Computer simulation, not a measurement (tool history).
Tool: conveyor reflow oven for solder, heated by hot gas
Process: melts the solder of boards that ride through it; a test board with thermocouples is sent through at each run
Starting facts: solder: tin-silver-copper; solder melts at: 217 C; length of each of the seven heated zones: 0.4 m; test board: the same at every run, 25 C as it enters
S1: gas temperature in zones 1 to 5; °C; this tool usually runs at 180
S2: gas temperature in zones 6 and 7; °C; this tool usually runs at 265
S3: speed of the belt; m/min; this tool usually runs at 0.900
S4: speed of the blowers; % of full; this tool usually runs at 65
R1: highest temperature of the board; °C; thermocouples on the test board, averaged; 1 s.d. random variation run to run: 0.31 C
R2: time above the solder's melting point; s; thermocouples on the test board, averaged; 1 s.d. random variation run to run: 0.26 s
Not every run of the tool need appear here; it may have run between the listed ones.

run,hour,S1,S2,S3,S4,R1,R2
1,0.0,180,265,0.900,65,250.3,40.6
2,9.6,180,265,0.905,65,250.7,40.2
3,17.0,180,265,0.900,60,249.7,40.0
4,22.4,180,265,0.900,65,250.3,40.4
5,31.2,180,265,0.900,65,250.0,40.3
6,41.3,180,265,0.900,65,250.8,40.6
7,51.3,180,265,0.904,65,250.4,40.5
8,57.7,180,265,0.900,65,250.3,40.3
9,66.8,180,277,0.900,65,260.7,45.2
10,75.5,180,277,0.900,65,260.8,45.4
11,82.6,180,265,0.900,65,250.1,40.7
12,88.3,180,265,0.900,65,250.4,40.4
13,100.7,180,265,0.900,65,249.8,40.4
14,110.3,174,265,0.900,65,249.1,38.5
15,116.6,174,265,0.900,53,246.8,35.9
16,128.7,180,255,0.900,65,241.8,35.0
17,135.9,192,265,0.872,58,253.3,47.1
18,141.5,192,265,0.872,72,253.8,47.7
19,149.1,180,265,0.909,65,249.8,39.4
20,158.2,180,265,1.047,68,245.1,31.0
21,168.1,180,262,0.900,65,247.7,38.4
22,177.3,180,262,0.973,74,246.2,34.9
23,187.7,180,262,0.973,74,246.5,34.9
24,198.7,177,256,0.821,67,244.3,40.7
25,206.8,167,256,0.858,83,243.8,35.9
26,215.2,182,265,0.900,74,251.7,41.5
# hour 223.8: flux residue cleaned out of gas plates and filters
27,227.5,180,256,0.900,86,247.8,40.6
28,238.1,180,258,0.900,72,247.5,39.8

Branching from run 28: 4 alternative next runs. What would each branch give?
A,248.4,182,258,0.962,76,?,?
B,248.4,180,258,0.735,72,?,?
C,248.4,183,258,0.900,52,?,?
D,248.4,177,258,0.900,72,?,?

run,R1,R2
A,246.7,36.8
B,252.1,53.5
C,245.2,38.4
D,246.9,38.7
What these runs would have given with no unlogged condition in the tool:
run,R1,R2
A,245.3,35.9
B,250.7,52.4
C,243.8,37.3
D,245.5,37.6
